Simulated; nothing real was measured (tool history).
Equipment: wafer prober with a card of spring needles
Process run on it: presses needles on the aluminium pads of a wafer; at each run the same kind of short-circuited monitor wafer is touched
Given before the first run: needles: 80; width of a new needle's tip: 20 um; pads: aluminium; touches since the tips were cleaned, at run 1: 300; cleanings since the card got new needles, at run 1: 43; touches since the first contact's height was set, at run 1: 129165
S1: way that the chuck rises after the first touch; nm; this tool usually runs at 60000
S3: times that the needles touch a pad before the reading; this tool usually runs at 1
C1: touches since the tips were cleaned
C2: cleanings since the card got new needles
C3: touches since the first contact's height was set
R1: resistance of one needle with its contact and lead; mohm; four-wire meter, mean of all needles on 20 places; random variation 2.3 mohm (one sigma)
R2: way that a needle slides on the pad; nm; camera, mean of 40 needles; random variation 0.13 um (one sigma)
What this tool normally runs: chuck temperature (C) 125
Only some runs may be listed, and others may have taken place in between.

run 1 hour=0 | S1=60000 chuck_temperature_(C)=125 S3=1 | C1=300 C2=43 C3=129165 | R1=268 R2=11590
-- hour=10.6 tips cleaned on abrasive film
-- hour=23.9 tips cleaned on abrasive film
-- hour=34.6 tips cleaned on abrasive film
run 2 hour=43.5 | S1=60000 chuck_temperature_(C)=125 S3=1 | C1=2065 C2=46 C3=139183 | R1=264 R2=11860
-- hour=46.2 tips cleaned on abrasive film
-- hour=59.5 tips cleaned on abrasive film
-- hour=72.6 tips cleaned on abrasive film
run 3 hour=74.3 | S1=60000 chuck_temperature_(C)=125 S3=1 | C1=399 C2=49 C3=146277 | R1=270 R2=11670
-- hour=84.9 tips cleaned on abrasive film
-- hour=97.8 tips cleaned on abrasive film
-- hour=108.5 tips cleaned on abrasive film
-- hour=121.8 tips cleaned on abrasive film
run 4 hour=130.1 | S1=41000 chuck_temperature_(C)=125 S3=1 | C1=1927 C2=53 C3=159125 | R1=281 R2=8040
-- hour=132.8 tips cleaned on abrasive film
-- hour=146.1 tips cleaned on abrasive film
-- hour=156.7 tips cleaned on abrasive film
run 5 hour=158.2 | S1=60000 chuck_temperature_(C)=125 S3=3 | C1=349 C2=56 C3=165593 | R1=265 R2=11650
-- hour=168.8 tips cleaned on abrasive film
-- hour=179.5 tips cleaned on abrasive film
-- hour=192.8 tips cleaned on abrasive film
-- hour=206 tips cleaned on abrasive film
-- hour=218.4 tips cleaned on abrasive film
run 6 hour=218.4 | S1=60000 chuck_temperature_(C)=125 S3=1 | C1=0 C2=61 C3=179458 | R1=266 R2=11780
-- hour=231.7 tips cleaned on abrasive film
-- hour=244.9 tips cleaned on abrasive film
-- hour=258.2 tips cleaned on abrasive film
-- hour=271.5 tips cleaned on abrasive film
run 7 hour=272.3 | S1=78000 chuck_temperature_(C)=125 S3=1 | C1=193 C2=65 C3=191870 | R1=264 R2=14970
-- hour=282.9 tips cleaned on abrasive film
-- hour=296.2 tips cleaned on abrasive film
-- hour=307.6 tips cleaned on abrasive film
run 8 hour=307.6 | S1=78000 chuck_temperature_(C)=125 S3=1 | C1=0 C2=68 C3=199998 | R1=260 R2=15520
-- hour=320.7 tips cleaned on abrasive film
-- hour=334 tips cleaned on abrasive film
-- hour=347.2 tips cleaned on abrasive film
-- hour=360.5 tips cleaned on abrasive film
run 9 hour=365.6 | S1=78000 chuck_temperature_(C)=125 S3=1 | C1=1178 C2=72 C3=213365 | R1=260 R2=15420
-- hour=373.6 tips cleaned on abrasive film
-- hour=384.2 tips cleaned on abrasive film
-- hour=397.5 tips cleaned on abrasive film
-- hour=410.8 tips cleaned on abrasive film
run 10 hour=420.6 | S1=60000 chuck_temperature_(C)=125 S3=1 | C1=2269 C2=76 C3=226035 | R1=262 R2=11680
-- hour=423.3 tips cleaned on abrasive film
-- hour=436.5 tips cleaned on abrasive film
-- hour=449.8 tips cleaned on abrasive film
-- hour=460.6 height of the first contact set anew
-- hour=463.4 tips cleaned on abrasive film
run 11 hour=472.7 | S1=49000 chuck_temperature_(C)=125 S3=1 | C1=2169 C2=80 C3=2781 | R1=268 R2=9670
-- hour=475.5 tips cleaned on abrasive film
-- hour=488.7 tips cleaned on abrasive film
-- hour=502 tips cleaned on abrasive film
-- hour=515.3 tips cleaned on abrasive film
run 12 hour=520.1 | S1=49000 chuck_temperature_(C)=27 S3=1 | C1=1108 C2=84 C3=13678 | R1=243 R2=9660
-- hour=528.1 tips cleaned on abrasive film
-- hour=541.3 tips cleaned on abrasive film
run 13 hour=551.8 | S1=49000 chuck_temperature_(C)=27 S3=1 | C1=2435 C2=86 C3=21006 | R1=241 R2=9530
-- hour=554.4 tips cleaned on abrasive film
-- hour=567.5 tips cleaned on abrasive film
-- hour=578.1 tips cleaned on abrasive film
run 14 hour=581.8 | S1=49000 chuck_temperature_(C)=27 S3=2 | C1=857 C2=89 C3=27900 | R1=239 R2=9460
-- hour=589.6 tips cleaned on abrasive film
-- hour=602.7 tips cleaned on abrasive film
-- hour=615.9 tips cleaned on abrasive film
-- hour=629.2 tips cleaned on abrasive film
run 15 hour=635.2 | S1=70000 chuck_temperature_(C)=125 S3=2 | C1=1400 C2=93 C3=40207 | R1=258 R2=13590
-- hour=640.6 tips cleaned on abrasive film
-- hour=653.9 tips cleaned on abrasive film
-- hour=667.2 tips cleaned on abrasive film
-- hour=680.4 tips cleaned on abrasive film
run 16 hour=687.1 | S1=70000 chuck_temperature_(C)=125 S3=2 | C1=1546 C2=97 C3=52153 | R1=261 R2=13510
-- hour=692.5 tips cleaned on abrasive film
-- hour=705.6 tips cleaned on abrasive film
-- hour=716.2 tips cleaned on abrasive film
-- hour=729.5 tips cleaned on abrasive film
run 17 hour=729.9 | S1=40000 chuck_temperature_(C)=34 S3=2 | C1=103 C2=101 C3=62001 | R1=250 R2=7700
-- hour=740.6 tips cleaned on abrasive film
-- hour=751.2 tips cleaned on abrasive film
-- hour=764.5 tips cleaned on abrasive film
-- hour=777.2 tips cleaned on abrasive film
run 18 hour=777.2 | S1=40000 chuck_temperature_(C)=93 S3=2 | C1=0 C2=105 C3=72873 | R1=267 R2=7760
-- hour=790.4 tips cleaned on abrasive film
-- hour=803.7 tips cleaned on abrasive film
-- hour=817 tips cleaned on abrasive film
-- hour=830.1 tips cleaned on abrasive film
run 19 hour=832.1 | S1=51000 chuck_temperature_(C)=67 S3=1 | C1=477 C2=109 C3=85547 | R1=254 R2=10220
-- hour=842.8 tips cleaned on abrasive film
-- hour=855.9 tips cleaned on abrasive film
-- hour=869.2 tips cleaned on abrasive film
run 20 hour=874.3 | S1=51000 chuck_temperature_(C)=67 S3=1 | C1=1203 C2=112 C3=95272 | R1=253 R2=9930
-- hour=882.3 tips cleaned on abrasive film
-- hour=895.6 tips cleaned on abrasive film
-- hour=908.9 tips cleaned on abrasive film
-- hour=922.1 tips cleaned on abrasive film
run 21 hour=925.7 | S1=53000 chuck_temperature_(C)=63 S3=1 | C1=827 C2=116 C3=107103 | R1=254 R2=10160
-- hour=933.7 tips cleaned on abrasive film
-- hour=944.4 tips cleaned on abrasive film
-- hour=957.6 tips cleaned on abrasive film
-- hour=970.9 tips cleaned on abrasive film
-- hour=984.2 tips cleaned on abrasive film
run 22 hour=984.5 | S1=48000 chuck_temperature_(C)=56 S3=2 | C1=82 C2=121 C3=120645 | R1=250 R2=9290
-- hour=995.2 tips cleaned on abrasive film
-- hour=1008.4 tips cleaned on abrasive film
-- hour=1021.7 tips cleaned on abrasive film
-- hour=1035 tips cleaned on abrasive film
run 23 hour=1039.3 | S1=48000 chuck_temperature_(C)=56 S3=2 | C1=1005 C2=125 C3=133271 | R1=250 R2=9540
-- hour=1047.3 tips cleaned on abrasive film
-- hour=1060.6 tips cleaned on abrasive film
-- hour=1073.7 tips cleaned on abrasive film
-- hour=1086.8 tips cleaned on abrasive film
run 24 hour=1091.4 | S1=48000 chuck_temperature_(C)=56 S3=2 | C1=1061 C2=129 C3=145265 | R1=249 R2=9490
-- hour=1099.3 tips cleaned on abrasive film
-- hour=1112.5 tips cleaned on abrasive film
-- hour=1125.8 tips cleaned on abrasive film
-- hour=1137.1 tips cleaned on abrasive film
run 25 hour=1137.1 | S1=70000 chuck_temperature_(C)=53 S3=1 | C1=0 C2=133 C3=155795 | R1=240 R2=13640
-- hour=1150 tips cleaned on abrasive film
-- hour=1163.2 tips cleaned on abrasive film
-- hour=1176.3 tips cleaned on abrasive film
-- hour=1189.6 tips cleaned on abrasive film
run 26 hour=1193.1 | S1=41000 chuck_temperature_(C)=44 S3=1 | C1=827 C2=137 C3=168700 | R1=255 R2=8070
-- hour=1201 tips cleaned on abrasive film
-- hour=1214.2 tips cleaned on abrasive film
run 27 hour=1223.2 | S1=54000 chuck_temperature_(C)=98 S3=1 | C1=2069 C2=139 C3=175623 | R1=259 R2=10360

3 options for the next run, each taken on its own from the tool as it stands now. Forecast them:
-- hour=1225.9 tips cleaned on abrasive film
-- hour=1239.2 tips cleaned on abrasive film
-- hour=1252.4 tips cleaned on abrasive film
-- hour=1264.3 tips cleaned on abrasive film
run A hour=1264.3 | S1=60000 chuck_temperature_(C)=74 S3=2 | C1=0 C2=143 C3=185077 | R1=? R2=?
-- hour=1225.9 tips cleaned on abrasive film
-- hour=1239.2 tips cleaned on abrasive film
-- hour=1252.4 tips cleaned on abrasive film
-- hour=1264.3 tips cleaned on abrasive film
run B hour=1264.3 | S1=62000 chuck_temperature_(C)=45 S3=2 | C1=0 C2=143 C3=185077 | R1=? R2=?
-- hour=1225.9 tips cleaned on abrasive film
-- hour=1239.2 tips cleaned on abrasive film
-- hour=1252.4 tips cleaned on abrasive film
-- hour=1264.3 tips cleaned on abrasive film
run C hour=1264.3 | S1=47000 chuck_temperature_(C)=98 S3=1 | C1=0 C2=143 C3=185077 | R1=? R2=?

run=A R1=250 R2=11520
run=B R1=243 R2=11980
run=C R1=260 R2=9140
With the hidden condition removed and each run's random variation left untouched, the same runs would have given:
run=A R1=250 R2=11530
run=B R1=243 R2=11980
run=C R1=260 R2=9140
